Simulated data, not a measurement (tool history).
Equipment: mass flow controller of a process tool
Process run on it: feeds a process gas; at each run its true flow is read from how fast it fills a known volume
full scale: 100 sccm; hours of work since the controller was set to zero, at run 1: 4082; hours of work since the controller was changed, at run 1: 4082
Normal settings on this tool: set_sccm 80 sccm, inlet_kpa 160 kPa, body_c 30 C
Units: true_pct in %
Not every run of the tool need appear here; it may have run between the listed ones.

run,hour,set_sccm,inlet_kpa,body_c,hours of work since the controller was set to zero,hours of work since the controller was changed,true_pct
1,0,80,160,30,4082,4082,98.48
2,357.1,80,160,30,4357,4357,98.57
3,754.1,80,160,30,4662,4662,98.38
4,956.8,80,160,30,4818,4818,98.5
5,1363.6,80,160,30,5130,5130,98.41
6,1714.8,11,160,30,5401,5401,102.85
7,2081,11,160,30,5682,5682,103.21
8,2455.3,11,160,30,5970,5970,103.43
9,2629.8,80,158,30,6104,6104,98.53
10,2817.8,80,158,30,6249,6249,98.36
# hour 3095.8: controller's zero set anew
11,3169.1,80,144,30,56,6518,99.04
12,3531.1,80,144,30,335,6797,98.9
13,3794.8,80,160,21,537,6999,99.44
# hour 3848: controller's zero set anew, once more
# hour 3907.7: controller exchanged for a calibrated one
14,4198.3,80,160,24,223,223,98.83
15,4540.8,80,160,24,487,487,98.97
16,4872.4,80,160,30,742,742,98.86
17,5227.9,80,160,30,1015,1015,98.6
18,5455.8,80,160,30,1190,1190,98.62
19,5665.8,80,160,30,1352,1352,98.54
20,5963.6,80,160,28,1581,1581,98.64
21,6197.7,80,160,28,1761,1761,98.72
22,6512.1,80,160,30,2002,2002,98.47
23,6885.6,80,160,30,2290,2290,98.43
24,7244.4,92,153,40,2566,2566,98.4
25,7490.2,92,159,22,2755,2755,99.04
26,7681.2,92,159,22,2901,2901,99.17
27,8062.9,92,159,22,3195,3195,99.04
28,8382.6,27,202,30,3441,3441,98.27
29,8666.7,68,155,38,3659,3659,97.85
30,8905.4,50,255,36,3843,3843,98.32
31,9116.1,66,160,27,4005,4005,98.31
32,9446.5,54,257,28,4259,4259,98.75
33,9710.7,54,257,28,4462,4462,98.62
34,10109.2,29,248,38,4768,4768,98.59
35,10480.6,46,212,37,5054,5054,97.93
36,10683.3,86,212,28,5210,5210,98.86
37,10981.9,86,212,28,5439,5439,98.86
38,11374.2,16,148,28,5741,5741,100.6
39,11756.2,16,148,28,6035,6035,100.66
40,11989.1,19,167,22,6214,6214,100.35
41,12271.5,19,167,22,6431,6431,100.56
# hour 12304.4: controller's zero set anew
42,12526.2,25,160,26,171,6626,95.43
43,12721.9,80,160,31,321,6777,97.09
44,13013.9,10,144,23,545,7001,95.65

Below, some changes in true_pct between adjacent runs. For each, the amount present without the hidden state too (settings, incoming material, random variation) and the amount remaining for the hidden state with gauge scatter not shared by both compared results:
The hidden state here: flow at rest that the sensor doesn't see, % of full scale; true flow over the shown one, %; drift of the gauge itself on true_pct, %.
Run 5 -> 6: set_sccm 80 -> 11. true_pct +4.44 %: hidden state +6.67, all else -2.23.
Run 8 -> 9: set_sccm 11 -> 80, inlet_kpa 160 -> 158. true_pct -4.9 %: hidden state -7.38, all else +2.48.
Run 41 -> 42: set_sccm 19 -> 25, inlet_kpa 167 -> 160, body_c 22 -> 26, controller's zero set anew. true_pct -5.13 %: hidden state -5.01, all else -0.12.
